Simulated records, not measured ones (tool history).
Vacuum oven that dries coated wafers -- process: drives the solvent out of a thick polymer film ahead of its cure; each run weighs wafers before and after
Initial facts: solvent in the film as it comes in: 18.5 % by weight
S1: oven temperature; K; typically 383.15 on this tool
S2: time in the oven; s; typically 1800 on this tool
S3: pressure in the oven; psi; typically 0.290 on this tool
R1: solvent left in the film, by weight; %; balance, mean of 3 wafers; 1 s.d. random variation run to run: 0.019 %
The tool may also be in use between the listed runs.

Run 1, hour 0.0: usual settings. Result: R1 1.29 %.
Run 2, hour 18.0: usual settings. Result: R1 1.34 %.
Run 3, hour 28.2: usual settings. Result: R1 1.30 %.
Run 4, hour 44.1: usual settings. Result: R1 1.30 %.
Run 5, hour 66.9: usual settings but S1 379.15 K. Result: R1 1.97 %.
Run 6, hour 87.6: usual settings but S2 3120 s. Result: R1 0.86 %.
At hour 92.5: oven's thermocouples calibrated.
Run 7, hour 114.3: usual settings but S2 2160 s. Result: R1 1.34 %.
Run 8, hour 125.5: usual settings but S2 2160 s. Result: R1 1.30 %.
Run 9, hour 147.6: usual settings but S2 2160 s. Result: R1 1.32 %.
Run 10, hour 170.6: usual settings but S2 2160 s. Result: R1 1.28 %.
Run 11, hour 190.4: usual settings but S2 2160 s, S3 0.215 psi. Result: R1 1.08 %.
Run 12, hour 204.5: usual settings. Result: R1 1.58 %.
Run 13, hour 216.5: usual settings. Result: R1 1.57 %.
Run 14, hour 237.3: usual settings. Result: R1 1.58 %.
Run 15, hour 252.3: usual settings. Result: R1 1.60 %.
At hour 255.7: vacuum gauge cleaned of residue and calibrated.
Run 16, hour 270.2: usual settings. Result: R1 1.65 %.
Run 17, hour 292.0: usual settings. Result: R1 1.65 %.
Run 18, hour 315.4: usual settings. Result: R1 1.60 %.
At hour 335.0: vacuum gauge cleaned of residue and calibrated, once more.
Run 19, hour 337.5: usual settings. Result: R1 1.49 %.
Run 20, hour 354.5: usual settings but S1 391.15 K. Result: R1 0.69 %.
Run 21, hour 366.8: usual settings but S1 391.15 K. Result: R1 0.72 %.
Run 22, hour 377.2: usual settings but S1 391.15 K. Result: R1 0.70 %.
Run 23, hour 389.9: usual settings but S1 391.15 K. Result: R1 0.70 %.
Run 24, hour 404.8: usual settings. Result: R1 1.47 %.
Run 25, hour 423.5: usual settings but S2 900 s. Result: R1 3.83 %.
Run 26, hour 435.3: usual settings but S1 396.15 K, S3 0.463 psi. Result: R1 0.86 %.
Run 27, hour 455.9: usual settings but S1 369.15 K, S3 1.009 psi. Result: R1 7.92 %.
Run 28, hour 470.6: usual settings but S1 369.15 K, S3 1.009 psi. Result: R1 7.92 %.
Run 29, hour 482.1: usual settings but S1 369.15 K, S3 1.009 psi. Result: R1 7.94 %.
Run 30, hour 492.4: usual settings but S1 371.15 K, S2 1320 s, S3 1.121 psi. Result: R1 8.72 %.
Run 31, hour 515.7: usual settings but S1 369.15 K, S2 1140 s, S3 0.708 psi. Result: R1 8.92 %.
Run 32, hour 529.8: usual settings but S1 369.15 K, S2 1140 s, S3 0.708 psi. Result: R1 8.83 %.
Run 33, hour 550.9: usual settings but S1 386.15 K, S2 960 s, S3 0.352 psi. Result: R1 2.80 %.
Run 34, hour 563.7: usual settings but S1 376.15 K, S2 1620 s, S3 0.189 psi. Result: R1 3.09 %.
Run 35, hour 574.2: usual settings but S1 376.15 K, S2 1620 s, S3 0.189 psi. Result: R1 3.08 %.
Run 36, hour 594.4: usual settings but S1 378.15 K, S3 0.223 psi. Result: R1 2.20 %.
Run 37, hour 617.5: usual settings but S2 1020 s, S3 0.376 psi. Result: R1 3.38 %.
Run 38, hour 628.4: usual settings but S1 381.15 K, S2 2640 s, S3 0.200 psi. Result: R1 0.89 %.
Run 39, hour 650.7: usual settings but S1 376.15 K, S2 1260 s, S3 0.202 psi. Result: R1 4.27 %.
Run 40, hour 669.3: usual settings but S1 376.15 K, S2 1260 s, S3 0.202 psi. Result: R1 4.24 %.
Run 41, hour 687.7: usual settings but S1 376.15 K, S2 2100 s, S3 0.611 psi. Result: R1 3.44 %.
Run 42, hour 703.8: usual settings but S1 376.15 K, S2 2100 s, S3 0.611 psi. Result: R1 3.43 %.
Run 43, hour 727.2: usual settings but S1 376.15 K, S2 2100 s, S3 0.611 psi. Result: R1 3.45 %.
Run 44, hour 741.2: usual settings but S2 2880 s, S3 1.017 psi. Result: R1 2.98 %.
Run 45, hour 753.5: usual settings but S1 377.15 K, S2 1020 s, S3 0.566 psi. Result: R1 5.92 %.
Run 46, hour 764.8: usual settings but S2 3120 s. Result: R1 0.91 %.
Run 47, hour 783.1: usual settings but S1 393.15 K. Result: R1 0.64 %.

Consider 3 possible next runs. They are alternatives, not a sequence: every one starts from the tool as it was left by run 47. What does each give?
Run A, hour 793.3: usual settings but S1 393.15 K, S3 0.193 psi. Result: R1 ?.
Run B, hour 793.3: usual settings but S1 394.15 K, S2 2160 s, S3 0.415 psi. Result: R1 ?.
Run C, hour 793.3: usual settings but S2 1560 s, S3 0.644 psi. Result: R1 ?.

run    R1
  A  0.46
  B  0.84
  C  2.66
Take away the tool's hidden state, keep each run's random variation, and the runs would have read:
run    R1
  A  0.44
  B  0.83
  C  2.80
